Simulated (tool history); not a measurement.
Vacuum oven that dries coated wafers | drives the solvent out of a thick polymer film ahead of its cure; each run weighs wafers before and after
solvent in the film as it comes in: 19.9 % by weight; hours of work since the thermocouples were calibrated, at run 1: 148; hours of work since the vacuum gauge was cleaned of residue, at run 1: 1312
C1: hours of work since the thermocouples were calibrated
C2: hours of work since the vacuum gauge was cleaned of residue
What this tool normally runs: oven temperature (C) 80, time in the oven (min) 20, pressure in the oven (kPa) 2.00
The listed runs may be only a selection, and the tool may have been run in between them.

{"run": 1, "hour": 0.0, "oven temperature (C)": 80, "time in the oven (min)": 20, "pressure in the oven (kPa)": 2.0, "C1": 148, "C2": 1312, "solvent left in the film (%)": 3.44}
{"run": 2, "hour": 34.4, "oven temperature (C)": 88, "time in the oven (min)": 20, "pressure in the oven (kPa)": 2.0, "C1": 173, "C2": 1338, "solvent left in the film (%)": 1.56}
{"run": 3, "hour": 92.6, "oven temperature (C)": 88, "time in the oven (min)": 20, "pressure in the oven (kPa)": 2.06, "C1": 217, "C2": 1382, "solvent left in the film (%)": 1.67}
{"run": 4, "hour": 154.3, "oven temperature (C)": 80, "time in the oven (min)": 20, "pressure in the oven (kPa)": 2.0, "C1": 263, "C2": 1428, "solvent left in the film (%)": 3.55}
{"run": 5, "hour": 189.9, "oven temperature (C)": 80, "time in the oven (min)": 14, "pressure in the oven (kPa)": 2.0, "C1": 290, "C2": 1455, "solvent left in the film (%)": 5.23}
{"run": 6, "hour": 242.6, "oven temperature (C)": 80, "time in the oven (min)": 14, "pressure in the oven (kPa)": 2.0, "C1": 330, "C2": 1495, "solvent left in the film (%)": 5.25}
{"run": 7, "hour": 276.9, "oven temperature (C)": 80, "time in the oven (min)": 14, "pressure in the oven (kPa)": 2.0, "C1": 355, "C2": 1520, "solvent left in the film (%)": 5.13}
{"run": 8, "hour": 339.4, "oven temperature (C)": 80, "time in the oven (min)": 14, "pressure in the oven (kPa)": 2.0, "C1": 402, "C2": 1567, "solvent left in the film (%)": 5.11}
{"hour": 345.3, "done": "oven's thermocouples calibrated"}
{"run": 9, "hour": 391.7, "oven temperature (C)": 92, "time in the oven (min)": 13, "pressure in the oven (kPa)": 4.86, "C1": 35, "C2": 1605, "solvent left in the film (%)": 2.78}
{"run": 10, "hour": 424.6, "oven temperature (C)": 80, "time in the oven (min)": 24, "pressure in the oven (kPa)": 5.61, "C1": 60, "C2": 1630, "solvent left in the film (%)": 4.41}
{"hour": 439.2, "done": "vacuum gauge cleaned of residue and calibrated"}
{"run": 11, "hour": 486.9, "oven temperature (C)": 90, "time in the oven (min)": 20, "pressure in the oven (kPa)": 1.03, "C1": 105, "C2": 36, "solvent left in the film (%)": 0.83}
{"run": 12, "hour": 545.9, "oven temperature (C)": 68, "time in the oven (min)": 21, "pressure in the oven (kPa)": 2.16, "C1": 149, "C2": 80, "solvent left in the film (%)": 7.47}
{"hour": 552.8, "done": "oven's thermocouples calibrated, once more"}
{"run": 13, "hour": 609.6, "oven temperature (C)": 94, "time in the oven (min)": 23, "pressure in the oven (kPa)": 2.0, "C1": 43, "C2": 126, "solvent left in the film (%)": 0.72}

What if the next run were any one of these 4? Each begins from the tool's condition after run 13:
{"run": "A", "hour": 669.9, "oven temperature (C)": 94, "time in the oven (min)": 29, "pressure in the oven (kPa)": 1.43, "C1": 88, "C2": 172, "solvent left in the film (%)": "?"}
{"run": "B", "hour": 669.9, "oven temperature (C)": 73, "time in the oven (min)": 22, "pressure in the oven (kPa)": 2.71, "C1": 88, "C2": 172, "solvent left in the film (%)": "?"}
{"run": "C", "hour": 669.9, "oven temperature (C)": 74, "time in the oven (min)": 15, "pressure in the oven (kPa)": 1.54, "C1": 88, "C2": 172, "solvent left in the film (%)": "?"}
{"run": "D", "hour": 669.9, "oven temperature (C)": 94, "time in the oven (min)": 21, "pressure in the oven (kPa)": 2.0, "C1": 88, "C2": 172, "solvent left in the film (%)": "?"}

run=A solvent_left_in_the_film_(%)=0.41
run=B solvent_left_in_the_film_(%)=5.65
run=C solvent_left_in_the_film_(%)=6.76
run=D solvent_left_in_the_film_(%)=0.71
Take away the tool's hidden state, keep each run's random variation, and the runs would have read:
run=A solvent_left_in_the_film_(%)=0.39
run=B solvent_left_in_the_film_(%)=5.63
run=C solvent_left_in_the_film_(%)=6.75
run=D solvent_left_in_the_film_(%)=0.69
